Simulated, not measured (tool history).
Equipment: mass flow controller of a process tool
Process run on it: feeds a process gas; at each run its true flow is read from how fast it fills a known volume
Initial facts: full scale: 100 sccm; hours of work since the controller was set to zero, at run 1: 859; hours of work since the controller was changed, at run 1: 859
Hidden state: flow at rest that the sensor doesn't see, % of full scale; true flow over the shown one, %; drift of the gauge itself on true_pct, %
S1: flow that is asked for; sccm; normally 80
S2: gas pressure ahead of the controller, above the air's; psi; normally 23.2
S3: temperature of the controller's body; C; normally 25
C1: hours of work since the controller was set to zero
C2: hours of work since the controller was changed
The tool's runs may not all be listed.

{"run": 1, "hour": 0.0, "S1": 80, "S2": 23.2, "S3": 25, "C1": 859, "C2": 859, "true flow (%)": 99.76}
{"run": 2, "hour": 62.9, "S1": 80, "S2": 23.2, "S3": 25, "C1": 886, "C2": 886, "true flow (%)": 99.68}
{"run": 3, "hour": 142.8, "S1": 80, "S2": 36.7, "S3": 25, "C1": 919, "C2": 919, "true flow (%)": 100.37}
{"run": 4, "hour": 201.2, "S1": 80, "S2": 23.2, "S3": 25, "C1": 944, "C2": 944, "true flow (%)": 99.85}
{"run": 5, "hour": 313.8, "S1": 80, "S2": 25.8, "S3": 25, "C1": 992, "C2": 992, "true flow (%)": 100.08}
{"run": 6, "hour": 442.3, "S1": 80, "S2": 25.8, "S3": 25, "C1": 1046, "C2": 1046, "true flow (%)": 100.23}
{"run": 7, "hour": 503.2, "S1": 80, "S2": 25.8, "S3": 25, "C1": 1072, "C2": 1072, "true flow (%)": 100.3}
{"run": 8, "hour": 631.6, "S1": 29, "S2": 29.3, "S3": 35, "C1": 1126, "C2": 1126, "true flow (%)": 100.44}
{"run": 9, "hour": 729.8, "S1": 29, "S2": 29.3, "S3": 35, "C1": 1167, "C2": 1167, "true flow (%)": 100.64}
{"run": 10, "hour": 845.6, "S1": 54, "S2": 23.2, "S3": 23, "C1": 1216, "C2": 1216, "true flow (%)": 100.47}
{"run": 11, "hour": 924.2, "S1": 54, "S2": 23.2, "S3": 23, "C1": 1250, "C2": 1250, "true flow (%)": 100.41}
{"run": 12, "hour": 1031.7, "S1": 80, "S2": 23.2, "S3": 33, "C1": 1295, "C2": 1295, "true flow (%)": 100.91}
{"run": 13, "hour": 1111.1, "S1": 69, "S2": 31.5, "S3": 28, "C1": 1329, "C2": 1329, "true flow (%)": 100.99}

5 ways to go on from here, each from the tool as it stands after run 13. What would each give?
{"run": "A", "hour": 1223.5, "S1": 12, "S2": 23.2, "S3": 25, "C1": 1376, "C2": 1376, "true flow (%)": "?"}
{"run": "B", "hour": 1223.5, "S1": 11, "S2": 27, "S3": 28, "C1": 1376, "C2": 1376, "true flow (%)": "?"}
{"run": "C", "hour": 1223.5, "S1": 82, "S2": 36.1, "S3": 20, "C1": 1376, "C2": 1376, "true flow (%)": "?"}
{"run": "D", "hour": 1223.5, "S1": 24, "S2": 23.2, "S3": 25, "C1": 1376, "C2": 1376, "true flow (%)": "?"}
{"run": "E", "hour": 1223.5, "S1": 17, "S2": 38, "S3": 35, "C1": 1376, "C2": 1376, "true flow (%)": "?"}

run=A true_flow_(%)=100.43
run=B true_flow_(%)=100.84
run=C true_flow_(%)=101.21
run=D true_flow_(%)=100.62
run=E true_flow_(%)=101.35
Without the tool's hidden state the same runs would have given:
run=A true_flow_(%)=99.23
run=B true_flow_(%)=99.65
run=C true_flow_(%)=100
run=D true_flow_(%)=99.42
run=E true_flow_(%)=100.14
